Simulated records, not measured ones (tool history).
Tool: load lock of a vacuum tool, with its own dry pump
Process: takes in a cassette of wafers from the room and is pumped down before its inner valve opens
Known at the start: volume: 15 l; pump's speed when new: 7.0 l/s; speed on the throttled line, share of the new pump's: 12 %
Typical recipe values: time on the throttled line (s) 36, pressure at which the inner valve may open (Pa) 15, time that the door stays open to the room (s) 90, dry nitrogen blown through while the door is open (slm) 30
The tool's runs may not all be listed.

run,hour,time on the throttled line (s),pressure at which the inner valve may open (Pa),time that the door stays open to the room (s),dry nitrogen blown through while the door is open (slm),"incoming humidity of the room's air, %",time from the closed door until the inner valve may open (s),rise of the pressure with all valves shut (Pa/min)
1,0.0,36,15,90,30,45.6,52.4,0.091
2,159.6,36,15,90,30,46.8,50.9,0.099
3,306.8,36,15,90,30,48.9,51.7,0.103
4,575.6,36,15,90,30,44.5,50.5,0.088
5,827.9,21,15,90,30,45.5,39.6,0.098
6,1141.3,21,15,90,30,48.6,38.9,0.107
7,1365.2,21,15,90,30,43.1,39.5,0.099
8,1513.3,21,15,90,30,46.1,38.4,0.102
9,1728.6,36,15,90,30,43.1,51.7,0.098
10,1883.9,36,15,90,30,45.7,52.7,0.101
11,2100.4,36,15,90,30,46.4,53.1,0.109
12,2382.8,36,15,90,30,44.7,51.8,0.110
13,2610.9,46,15,90,30,43.5,61.1,0.107
14,2803.0,46,15,90,30,41.9,60.8,0.106
15,3084.6,36,15,90,30,42.9,52.2,0.115
16,3330.4,36,15,90,30,47.7,52.5,0.122
17,3594.4,36,15,90,30,45.6,53.2,0.119
18,3854.5,36,15,90,30,43.8,53.2,0.122
19,4190.9,26,24,116,19,46.5,42.8,0.158
20,4435.2,26,24,116,19,41.3,42.8,0.151
21,4770.7,22,14,94,20,44.4,41.4,0.151
22,5022.1,22,14,94,20,50.7,41.1,0.162
23,5248.0,51,14,94,35,42.8,65.4,0.125
24,5403.0,25,14,94,28,47.6,44.3,0.151
25,5757.5,36,15,90,18,45.1,53.8,0.162
26,6019.5,25,15,90,16,43.3,44.6,0.168
27,6274.2,41,15,90,14,42.5,57.2,0.174
28,6452.7,41,15,90,14,43.9,58.4,0.175
29,6752.9,52,15,90,6,44.6,67.3,0.203
30,7066.4,24,13,90,8,44.4,44.1,0.205
31,7418.5,24,13,90,8,46.2,44.4,0.205
32,7581.1,40,16,58,8,44.9,57.1,0.183
33,7844.6,40,16,58,8,45.1,57.9,0.192
34,7998.9,40,16,58,8,44.9,58.0,0.190
# hour 8231.7: dry pump taken out, an overhauled one fitted
35,8274.9,25,27,58,8,44.6,39.4,0.196
36,8477.2,25,27,58,8,47.5,39.8,0.206

Below are 4 alternative next runs, each starting from the tool's condition after run 36. Predict each:
A,8671.7,51,18,90,38,46.1,?,?
B,8671.7,30,14,61,8,42.2,?,?
C,8671.7,25,12,59,23,42.3,?,?
D,8671.7,36,15,30,6,48.3,?,?

run,time from the closed door until the inner valve may open (s),rise of the pressure with all valves shut (Pa/min)
A,64.7,0.173
B,46.4,0.201
C,41.8,0.171
D,51.6,0.180
Without the tool's hidden state the same runs would have given:
run,time from the closed door until the inner valve may open (s),rise of the pressure with all valves shut (Pa/min)
A,64.5,0.075
B,46.1,0.103
C,41.5,0.073
D,51.4,0.082
